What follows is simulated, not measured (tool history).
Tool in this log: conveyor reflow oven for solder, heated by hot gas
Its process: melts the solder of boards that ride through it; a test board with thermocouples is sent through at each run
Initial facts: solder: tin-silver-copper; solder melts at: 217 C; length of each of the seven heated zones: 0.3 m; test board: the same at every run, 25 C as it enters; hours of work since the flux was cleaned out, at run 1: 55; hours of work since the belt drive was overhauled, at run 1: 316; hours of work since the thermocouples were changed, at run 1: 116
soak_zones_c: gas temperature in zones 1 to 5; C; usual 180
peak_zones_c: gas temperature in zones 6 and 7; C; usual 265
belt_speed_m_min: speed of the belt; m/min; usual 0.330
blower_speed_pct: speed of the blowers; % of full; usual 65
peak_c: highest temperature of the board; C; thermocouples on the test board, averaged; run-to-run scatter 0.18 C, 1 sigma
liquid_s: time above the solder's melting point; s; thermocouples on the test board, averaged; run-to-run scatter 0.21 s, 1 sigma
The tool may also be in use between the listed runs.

run	hour	soak_zones_c	peak_zones_c	belt_speed_m_min	blower_speed_pct	hours of work since the flux was cleaned out	hours of work since the belt drive was overhauled	hours of work since the thermocouples were changed	peak_c	liquid_s
1	0.0	180	265	0.330	65	55	316	116	250.9	83.4
2	9.9	167	265	0.330	65	59	320	121	248.2	74.4
3	14.4	167	265	0.330	65	61	322	123	248.3	74.0
4	18.6	167	265	0.330	65	63	324	125	248.4	73.8
5	24.4	167	265	0.330	65	66	327	128	248.4	74.1
6	29.0	167	265	0.330	65	68	329	130	248.4	73.7
7	38.3	180	265	0.330	65	73	333	134	250.3	83.3
8	44.9	180	264	0.330	65	76	336	137	249.7	82.7
9	53.5	180	264	0.330	65	80	340	141	249.7	82.3
10	59.6	180	256	0.330	65	82	343	144	242.8	74.4
11	64.4	180	256	0.330	65	85	345	146	242.7	74.4
12	74.5	180	265	0.330	70	89	350	151	251.2	84.4
13	80.8	180	265	0.330	70	92	353	154	251.0	84.4
14	85.7	180	265	0.330	70	94	355	156	251.3	84.3
15	95.0	180	265	0.330	65	99	359	160	250.7	83.4
16	105.0	180	265	0.330	65	103	364	165	250.7	83.2
17	112.6	182	273	0.329	65	107	368	169	257.7	91.6
18	118.7	182	273	0.329	65	110	370	171	258.0	91.0
19	123.4	173	269	0.297	59	112	373	174	255.2	94.2
20	131.7	180	254	0.311	65	116	376	177	242.8	80.0
21	141.4	180	262	0.289	65	120	381	182	251.6	98.0
22	149.9	180	262	0.289	65	124	385	186	251.5	97.7
23	158.7	180	270	0.289	65	128	389	190	258.5	104.9
24	164.4	192	265	0.330	65	131	392	192	252.5	92.8
25	170.2	171	264	0.294	80	133	394	195	252.9	93.8
26	175.8	166	255	0.330	53	136	397	198	237.1	57.4
27	182.4	169	255	0.330	88	139	400	201	242.9	70.1
28	191.8	176	259	0.330	68	143	404	205	245.1	75.1
29	196.7	176	259	0.330	88	146	406	207	247.6	79.6
30	206.4	186	265	0.330	65	150	411	212	251.8	87.7
31	212.6	180	265	0.396	54	153	414	215	242.5	57.7

Below are 3 alternative next runs, each starting from the tool's condition after run 31. Predict each:
A	219.4	180	265	0.291	81	156	417	218	?	?
B	219.4	180	263	0.396	52	156	417	218	?	?
C	219.4	180	265	0.394	54	156	417	218	?	?

run	peak_c	liquid_s
A	255.4	102.1
B	240.3	55.1
C	242.9	58.6
Without the tool's hidden state the same runs would have given:
run	peak_c	liquid_s
A	255.4	102.1
B	240.4	55.2
C	242.9	58.6
